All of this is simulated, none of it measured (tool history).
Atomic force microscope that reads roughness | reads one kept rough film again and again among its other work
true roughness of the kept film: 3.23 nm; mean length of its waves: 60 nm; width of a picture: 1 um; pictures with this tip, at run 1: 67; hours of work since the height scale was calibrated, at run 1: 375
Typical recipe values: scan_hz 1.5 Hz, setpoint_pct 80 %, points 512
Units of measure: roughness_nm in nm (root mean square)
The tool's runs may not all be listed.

| run | hour | scan_hz | setpoint_pct | points | pictures with this tip | hours of work since the height scale was calibrated | roughness_nm |
|---|---|---|---|---|---|---|---|
| 1 | 0 | 1.5 | 80 | 512 | 67 | 375 | 2.842 |
| 2 | 18.7 | 1.5 | 80 | 512 | 90 | 383 | 2.816 |
|  | 26.1 | new tip fitted |
| 3 | 46.9 | 2.17 | 80 | 512 | 26 | 395 | 2.766 |
| 4 | 81.5 | 2.17 | 72 | 512 | 69 | 410 | 2.819 |
|  | 104.2 | new tip fitted |
| 5 | 108.9 | 1.5 | 80 | 286 | 6 | 422 | 2.886 |
| 6 | 129 | 1.5 | 80 | 286 | 30 | 430 | 2.853 |
| 7 | 154.6 | 1.5 | 80 | 286 | 62 | 441 | 2.816 |
|  | 184.5 | new tip fitted |
| 8 | 187.1 | 1.5 | 80 | 286 | 3 | 455 | 2.886 |
| 9 | 211.7 | 1.69 | 88 | 381 | 33 | 466 | 2.7 |
| 10 | 241.6 | 1.54 | 85 | 364 | 70 | 478 | 2.746 |
| 11 | 261.3 | 1.54 | 85 | 364 | 94 | 487 | 2.705 |
|  | 264 | new tip fitted |
| 12 | 288.4 | 1.54 | 85 | 364 | 30 | 498 | 2.778 |
| 13 | 307.3 | 1.52 | 71 | 440 | 53 | 507 | 2.905 |
| 14 | 326.7 | 1.8 | 56 | 729 | 77 | 515 | 2.984 |
|  | 343.2 | new tip fitted |
| 15 | 355 | 2.95 | 70 | 729 | 14 | 527 | 2.837 |
| 16 | 389 | 2.95 | 70 | 729 | 56 | 541 | 2.787 |

Each row is a separate what-if for the run after 16, all from the same tool condition, not one after another. Results?
| A | 408.6 | 1.37 | 80 | 512 | 80 | 550 | ? |
| B | 408.6 | 2.95 | 70 | 371 | 80 | 550 | ? |
| C | 408.6 | 1.5 | 86 | 512 | 80 | 550 | ? |
| D | 408.6 | 0.9 | 59 | 602 | 80 | 550 | ? |
| E | 408.6 | 0.62 | 70 | 417 | 80 | 550 | ? |

| run | roughness_nm |
|---|---|
| A | 2.808 |
| B | 2.767 |
| C | 2.737 |
| D | 3.005 |
| E | 2.984 |
Had the tool no hidden state, the same runs would have come out as:
| run | roughness_nm |
|---|---|
| A | 2.925 |
| B | 2.882 |
| C | 2.851 |
| D | 3.13 |
| E | 3.108 |
